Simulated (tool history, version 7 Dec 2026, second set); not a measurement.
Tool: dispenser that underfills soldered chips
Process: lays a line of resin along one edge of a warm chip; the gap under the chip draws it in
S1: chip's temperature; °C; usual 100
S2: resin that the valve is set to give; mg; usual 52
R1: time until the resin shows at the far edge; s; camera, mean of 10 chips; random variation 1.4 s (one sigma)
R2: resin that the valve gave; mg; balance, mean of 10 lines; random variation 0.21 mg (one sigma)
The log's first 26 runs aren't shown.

{"hour": 150.1, "done": "new syringe of resin"}
{"run": 27, "hour": 150.5, "S1": 108, "S2": 60.6, "R1": 94, "R2": 56.81}
{"run": 28, "hour": 156.7, "S1": 110, "S2": 45.1, "R1": 109.1, "R2": 41.62}
{"run": 29, "hour": 164.2, "S1": 103, "S2": 60.7, "R1": 170.8, "R2": 56.04}
{"hour": 168.8, "done": "new syringe of resin"}
{"run": 30, "hour": 171.3, "S1": 111, "S2": 59.5, "R1": 87, "R2": 54.59}
{"run": 31, "hour": 178.3, "S1": 91, "S2": 51.4, "R1": 259.7, "R2": 46.96}
{"run": 32, "hour": 182.0, "S1": 91, "S2": 45.1, "R1": 300.5, "R2": 41.1}
{"hour": 187.7, "done": "new syringe of resin"}
{"run": 33, "hour": 189.1, "S1": 114, "S2": 66.1, "R1": 73.1, "R2": 59.99}
{"run": 34, "hour": 195.2, "S1": 114, "S2": 66.1, "R1": 86.1, "R2": 59.2}
{"run": 35, "hour": 199.5, "S1": 108, "S2": 49.7, "R1": 132.5, "R2": 44.62}
{"hour": 206.3, "done": "new syringe of resin"}
{"run": 36, "hour": 207.3, "S1": 90, "S2": 56.9, "R1": 203, "R2": 50.94}

4 ways to go on from here, each from the tool as it stands after run 36. What would each give?
{"run": "A", "hour": 214.5, "S1": 85, "S2": 51.4, "R1": "?", "R2": "?"}
{"run": "B", "hour": 214.5, "S1": 100, "S2": 44.3, "R1": "?", "R2": "?"}
{"run": "C", "hour": 214.5, "S1": 100, "S2": 61.5, "R1": "?", "R2": "?"}
{"run": "D", "hour": 214.5, "S1": 100, "S2": 53.6, "R1": "?", "R2": "?"}

run=A R1=319.6 R2=46.02
run=B R1=173.8 R2=39.43
run=C R1=156.7 R2=55.15
run=D R1=165.8 R2=47.82
Without the tool's hidden state the same runs would have given:
run=A R1=259.9 R2=51.39
run=B R1=138.2 R2=44.03
run=C R1=128.7 R2=61.58
run=D R1=134.9 R2=53.41

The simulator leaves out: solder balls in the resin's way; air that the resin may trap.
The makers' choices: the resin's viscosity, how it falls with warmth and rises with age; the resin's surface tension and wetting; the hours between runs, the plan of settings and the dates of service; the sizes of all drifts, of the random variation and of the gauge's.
